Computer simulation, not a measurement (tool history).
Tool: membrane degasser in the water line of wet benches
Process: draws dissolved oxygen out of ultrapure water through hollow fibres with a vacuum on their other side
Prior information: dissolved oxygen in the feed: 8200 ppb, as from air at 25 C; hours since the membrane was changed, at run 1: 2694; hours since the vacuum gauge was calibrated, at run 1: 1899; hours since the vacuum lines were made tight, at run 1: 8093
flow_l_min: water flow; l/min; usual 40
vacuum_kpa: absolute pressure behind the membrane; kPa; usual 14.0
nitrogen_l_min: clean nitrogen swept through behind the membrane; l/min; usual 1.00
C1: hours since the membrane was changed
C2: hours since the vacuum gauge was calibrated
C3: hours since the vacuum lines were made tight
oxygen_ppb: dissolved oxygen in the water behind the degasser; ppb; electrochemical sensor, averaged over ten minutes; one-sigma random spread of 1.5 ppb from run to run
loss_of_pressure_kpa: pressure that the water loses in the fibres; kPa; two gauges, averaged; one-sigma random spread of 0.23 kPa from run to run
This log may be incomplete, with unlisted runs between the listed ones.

run 1 hour=0.0 | flow_l_min=40 vacuum_kpa=14.0 nitrogen_l_min=1.00 | C1=2694 C2=1899 C3=8093 | oxygen_ppb=811.3 loss_of_pressure_kpa=59.53
run 2 hour=47.5 | flow_l_min=40 vacuum_kpa=14.0 nitrogen_l_min=1.00 | C1=2741 C2=1946 C3=8140 | oxygen_ppb=808.9 loss_of_pressure_kpa=59.91
run 3 hour=89.9 | flow_l_min=40 vacuum_kpa=14.0 nitrogen_l_min=1.00 | C1=2783 C2=1988 C3=8183 | oxygen_ppb=810.1 loss_of_pressure_kpa=59.97
run 4 hour=137.2 | flow_l_min=40 vacuum_kpa=14.0 nitrogen_l_min=1.00 | C1=2831 C2=2036 C3=8230 | oxygen_ppb=811.3 loss_of_pressure_kpa=60.04
run 5 hour=203.0 | flow_l_min=40 vacuum_kpa=14.0 nitrogen_l_min=1.00 | C1=2896 C2=2102 C3=8296 | oxygen_ppb=811.7 loss_of_pressure_kpa=60.00
run 6 hour=275.4 | flow_l_min=40 vacuum_kpa=14.0 nitrogen_l_min=1.00 | C1=2969 C2=2174 C3=8368 | oxygen_ppb=810.5 loss_of_pressure_kpa=59.53
run 7 hour=307.7 | flow_l_min=40 vacuum_kpa=14.0 nitrogen_l_min=1.00 | C1=3001 C2=2206 C3=8400 | oxygen_ppb=813.7 loss_of_pressure_kpa=59.96
run 8 hour=369.9 | flow_l_min=40 vacuum_kpa=14.0 nitrogen_l_min=0.57 | C1=3063 C2=2268 C3=8463 | oxygen_ppb=1190.9 loss_of_pressure_kpa=59.72
run 9 hour=430.8 | flow_l_min=40 vacuum_kpa=14.0 nitrogen_l_min=0.57 | C1=3124 C2=2329 C3=8524 | oxygen_ppb=1192.7 loss_of_pressure_kpa=60.18
run 10 hour=478.2 | flow_l_min=40 vacuum_kpa=14.0 nitrogen_l_min=0.57 | C1=3172 C2=2377 C3=8571 | oxygen_ppb=1192.8 loss_of_pressure_kpa=59.36
run 11 hour=530.0 | flow_l_min=40 vacuum_kpa=14.0 nitrogen_l_min=0.66 | C1=3223 C2=2429 C3=8623 | oxygen_ppb=1078.6 loss_of_pressure_kpa=59.85
run 12 hour=566.1 | flow_l_min=40 vacuum_kpa=14.0 nitrogen_l_min=0.66 | C1=3260 C2=2465 C3=8659 | oxygen_ppb=1084.2 loss_of_pressure_kpa=59.67
run 13 hour=630.7 | flow_l_min=40 vacuum_kpa=10.6 nitrogen_l_min=1.00 | C1=3324 C2=2529 C3=8723 | oxygen_ppb=575.5 loss_of_pressure_kpa=60.17
run 14 hour=702.6 | flow_l_min=40 vacuum_kpa=10.6 nitrogen_l_min=1.00 | C1=3396 C2=2601 C3=8795 | oxygen_ppb=575.5 loss_of_pressure_kpa=59.56
run 15 hour=765.1 | flow_l_min=55 vacuum_kpa=21.0 nitrogen_l_min=1.00 | C1=3459 C2=2664 C3=8858 | oxygen_ppb=1577.4 loss_of_pressure_kpa=82.54
run 16 hour=827.3 | flow_l_min=40 vacuum_kpa=33.7 nitrogen_l_min=1.62 | C1=3521 C2=2726 C3=8920 | oxygen_ppb=1405.6 loss_of_pressure_kpa=59.90
run 17 hour=887.0 | flow_l_min=31 vacuum_kpa=13.2 nitrogen_l_min=1.31 | C1=3580 C2=2786 C3=8980 | oxygen_ppb=495.9 loss_of_pressure_kpa=46.43
run 18 hour=918.7 | flow_l_min=40 vacuum_kpa=11.6 nitrogen_l_min=0.54 | C1=3612 C2=2817 C3=9011 | oxygen_ppb=985.8 loss_of_pressure_kpa=60.09
run 19 hour=995.6 | flow_l_min=42 vacuum_kpa=21.6 nitrogen_l_min=0.90 | C1=3689 C2=2894 C3=9088 | oxygen_ppb=1443.4 loss_of_pressure_kpa=62.98
run 20 hour=1034.4 | flow_l_min=31 vacuum_kpa=25.1 nitrogen_l_min=1.00 | C1=3728 C2=2933 C3=9127 | oxygen_ppb=1250.3 loss_of_pressure_kpa=46.68
run 21 hour=1073.4 | flow_l_min=40 vacuum_kpa=14.0 nitrogen_l_min=1.36 | C1=3767 C2=2972 C3=9166 | oxygen_ppb=642.3 loss_of_pressure_kpa=59.76
run 22 hour=1113.9 | flow_l_min=34 vacuum_kpa=14.0 nitrogen_l_min=2.14 | C1=3807 C2=3012 C3=9207 | oxygen_ppb=385.2 loss_of_pressure_kpa=50.98
run 23 hour=1186.0 | flow_l_min=46 vacuum_kpa=14.0 nitrogen_l_min=0.44 | C1=3879 C2=3085 C3=9279 | oxygen_ppb=1521.3 loss_of_pressure_kpa=68.93
run 24 hour=1258.4 | flow_l_min=46 vacuum_kpa=14.0 nitrogen_l_min=0.44 | C1=3952 C2=3157 C3=9351 | oxygen_ppb=1517.1 loss_of_pressure_kpa=68.85
-- hour=1294.0 vacuum gauge calibrated
run 25 hour=1320.1 | flow_l_min=59 vacuum_kpa=18.2 nitrogen_l_min=1.00 | C1=4013 C2=26 C3=9412 | oxygen_ppb=1435.6 loss_of_pressure_kpa=88.77
run 26 hour=1393.9 | flow_l_min=59 vacuum_kpa=18.2 nitrogen_l_min=1.00 | C1=4087 C2=100 C3=9486 | oxygen_ppb=1432.8 loss_of_pressure_kpa=88.96

4 options for the next run, each taken on its own from the tool as it stands now. Forecast them:
run A hour=1432.9 | flow_l_min=56 vacuum_kpa=24.9 nitrogen_l_min=2.55 | C1=4126 C2=139 C3=9525 | oxygen_ppb=? loss_of_pressure_kpa=?
run B hour=1432.9 | flow_l_min=30 vacuum_kpa=10.6 nitrogen_l_min=1.00 | C1=4126 C2=139 C3=9525 | oxygen_ppb=? loss_of_pressure_kpa=?
run C hour=1432.9 | flow_l_min=38 vacuum_kpa=14.0 nitrogen_l_min=1.65 | C1=4126 C2=139 C3=9525 | oxygen_ppb=? loss_of_pressure_kpa=?
run D hour=1432.9 | flow_l_min=31 vacuum_kpa=14.7 nitrogen_l_min=1.37 | C1=4126 C2=139 C3=9525 | oxygen_ppb=? loss_of_pressure_kpa=?

run=A oxygen_ppb=970.4 loss_of_pressure_kpa=84.10
run=B oxygen_ppb=454.0 loss_of_pressure_kpa=44.66
run=C oxygen_ppb=528.5 loss_of_pressure_kpa=57.07
run=D oxygen_ppb=545.6 loss_of_pressure_kpa=46.27
Without the tool's hidden state the same runs would have given:
run=A oxygen_ppb=970.2 loss_of_pressure_kpa=84.05
run=B oxygen_ppb=453.9 loss_of_pressure_kpa=44.64
run=C oxygen_ppb=528.3 loss_of_pressure_kpa=57.03
run=D oxygen_ppb=545.5 loss_of_pressure_kpa=46.24

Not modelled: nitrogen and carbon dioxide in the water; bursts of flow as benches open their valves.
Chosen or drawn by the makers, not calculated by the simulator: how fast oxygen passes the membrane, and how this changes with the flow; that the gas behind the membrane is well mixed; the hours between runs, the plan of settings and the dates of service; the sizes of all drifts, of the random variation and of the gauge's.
